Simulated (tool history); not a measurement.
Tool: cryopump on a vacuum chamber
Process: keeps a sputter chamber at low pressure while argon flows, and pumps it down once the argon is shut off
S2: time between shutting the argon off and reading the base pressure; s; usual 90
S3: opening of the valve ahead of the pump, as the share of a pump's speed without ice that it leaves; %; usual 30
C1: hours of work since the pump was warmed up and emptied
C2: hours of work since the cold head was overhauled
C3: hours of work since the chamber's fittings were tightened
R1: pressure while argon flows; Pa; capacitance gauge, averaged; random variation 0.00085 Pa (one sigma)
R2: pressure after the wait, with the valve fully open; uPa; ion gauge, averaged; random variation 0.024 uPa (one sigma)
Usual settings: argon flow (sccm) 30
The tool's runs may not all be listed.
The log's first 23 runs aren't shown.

run 24 hour=1827.9 | argon_flow_(sccm)=44 S2=90 S3=20 | C1=80 C2=991 C3=367 | R1=0.3819 R2=1.09
run 25 hour=1932 | argon_flow_(sccm)=22 S2=65 S3=19 | C1=124 C2=1034 C3=411 | R1=0.2015 R2=1.37
run 26 hour=1986.9 | argon_flow_(sccm)=22 S2=65 S3=19 | C1=147 C2=1057 C3=434 | R1=0.1996 R2=1.41
run 27 hour=2076.1 | argon_flow_(sccm)=31 S2=65 S3=58 | C1=184 C2=1095 C3=471 | R1=0.0949 R2=1.45
run 28 hour=2164.8 | argon_flow_(sccm)=31 S2=65 S3=58 | C1=222 C2=1132 C3=508 | R1=0.097 R2=1.48
run 29 hour=2219.1 | argon_flow_(sccm)=30 S2=90 S3=47 | C1=244 C2=1155 C3=531 | R1=0.1156 R2=1.26
run 30 hour=2285.2 | argon_flow_(sccm)=30 S2=90 S3=47 | C1=272 C2=1183 C3=559 | R1=0.1162 R2=1.27
run 31 hour=2377.1 | argon_flow_(sccm)=30 S2=90 S3=47 | C1=311 C2=1221 C3=598 | R1=0.1173 R2=1.31

Forecast each of these 4 alternatives for the next run:
run A hour=2480.7 | argon_flow_(sccm)=30 S2=71 S3=54 | C1=354 C2=1265 C3=641 | R1=? R2=?
run B hour=2480.7 | argon_flow_(sccm)=30 S2=31 S3=56 | C1=354 C2=1265 C3=641 | R1=? R2=?
run C hour=2480.7 | argon_flow_(sccm)=20 S2=90 S3=59 | C1=354 C2=1265 C3=641 | R1=? R2=?
run D hour=2480.7 | argon_flow_(sccm)=13 S2=90 S3=30 | C1=354 C2=1265 C3=641 | R1=? R2=?

run=A R1=0.1028 R2=1.46
run=B R1=0.1009 R2=2.47
run=C R1=0.0643 R2=1.26
run=D R1=0.0778 R2=1.33
Without the tool's hidden state the same runs would have given:
run=A R1=0.0938 R2=1.08
run=B R1=0.0918 R2=2.08
run=C R1=0.0583 R2=0.88
run=D R1=0.0739 R2=0.93
